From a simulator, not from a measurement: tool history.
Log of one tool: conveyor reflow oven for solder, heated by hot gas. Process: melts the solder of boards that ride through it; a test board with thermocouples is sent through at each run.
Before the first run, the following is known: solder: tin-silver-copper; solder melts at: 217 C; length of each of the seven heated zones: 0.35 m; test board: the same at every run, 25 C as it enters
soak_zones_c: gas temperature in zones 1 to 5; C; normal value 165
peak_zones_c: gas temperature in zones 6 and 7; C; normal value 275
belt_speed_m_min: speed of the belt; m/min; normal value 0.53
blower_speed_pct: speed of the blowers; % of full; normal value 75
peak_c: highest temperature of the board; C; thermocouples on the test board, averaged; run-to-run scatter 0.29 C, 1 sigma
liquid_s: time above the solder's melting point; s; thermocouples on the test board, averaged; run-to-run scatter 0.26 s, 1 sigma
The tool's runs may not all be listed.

run   hour  soak_zones_c  peak_zones_c  belt_speed_m_min  blower_speed_pct  peak_c  liquid_s
  1      0           165           275              0.53                75   255.8      57.8
  2   43.4           165           275              0.53                64   251.4      54.2
  3   70.1           165           275              0.53                64   251.7      53.5
  4  113.4           165           275              0.53                64   251.4      54.2
     142.1  -- flux residue cleaned out of gas plates and filters
  5  153.5           165           275             0.567                75   254.4      53.5
  6  202.2           165           275              0.53                66   254.1      55.8
  7  229.1           165           275             0.557                66   251.4      51.8
  8  257.1           165           275             0.557                66   251.8      51.7
  9  305.1           165           275             0.557                66   251.2      51.4
 10  329.6           165           275             0.557                66   251.6      51.3
 11    361           165           275             0.428                75   263.1      79.8
 12    388           165           275              0.53                67   253.4      55.9
 13  419.2           165           275             0.482                75   259.3      67.6
 14  449.8           165           275             0.482                75   259.3        67
     479.5  -- flux residue cleaned out of gas plates and filters
 15  490.9           152           275             0.482                75   258.9      63.2
 16  533.2           165           286             0.439                75   273.4      82.8
 17  580.2           152           279             0.433                65   262.2        73
 18  629.5           170           271              0.53                82   256.1        61
 19  655.1           175           271             0.435                82   261.8      82.1
 20  678.8           155           266              0.53                75   247.5      48.9
 21    728           155           266             0.502                68   246.2      50.6
 22  751.2           155           266             0.502                68   246.4      51.2
 23  771.3           165           283              0.47                75   267.3      74.2
 24  801.1           158           283              0.45                75   267.7      75.9
     816.7  -- flux residue cleaned out of gas plates and filters
 25  839.1           158           283              0.45                75   269.2        77
 26  871.2           176           274              0.45                75   263.1      79.7
 27  910.9           176           274              0.45                75   263.3      80.3
 28  935.2           150           275              0.53                78   255.5      54.5

Branching from run 28: 5 alternative next runs. What would each branch give?
  A  969.4           165           288              0.53                70       ?         ?
  B  969.4           172           275              0.53                81       ?         ?
  C  969.4           160           286             0.583                78       ?         ?
  D  969.4           152           282             0.456                75       ?         ?
  E  969.4           150           276             0.612                67       ?         ?

run  peak_c  liquid_s
  A   266.2      64.9
  B   259.6        64
  C   262.6      55.6
  D   266.2        73
  E   245.5      37.8
Stripped of hidden state, with their random variation kept, the same runs would have yielded:
run  peak_c  liquid_s
  A   266.1      64.6
  B   259.3      63.7
  C   262.6      55.3
  D     266      72.6
  E   245.5      37.8
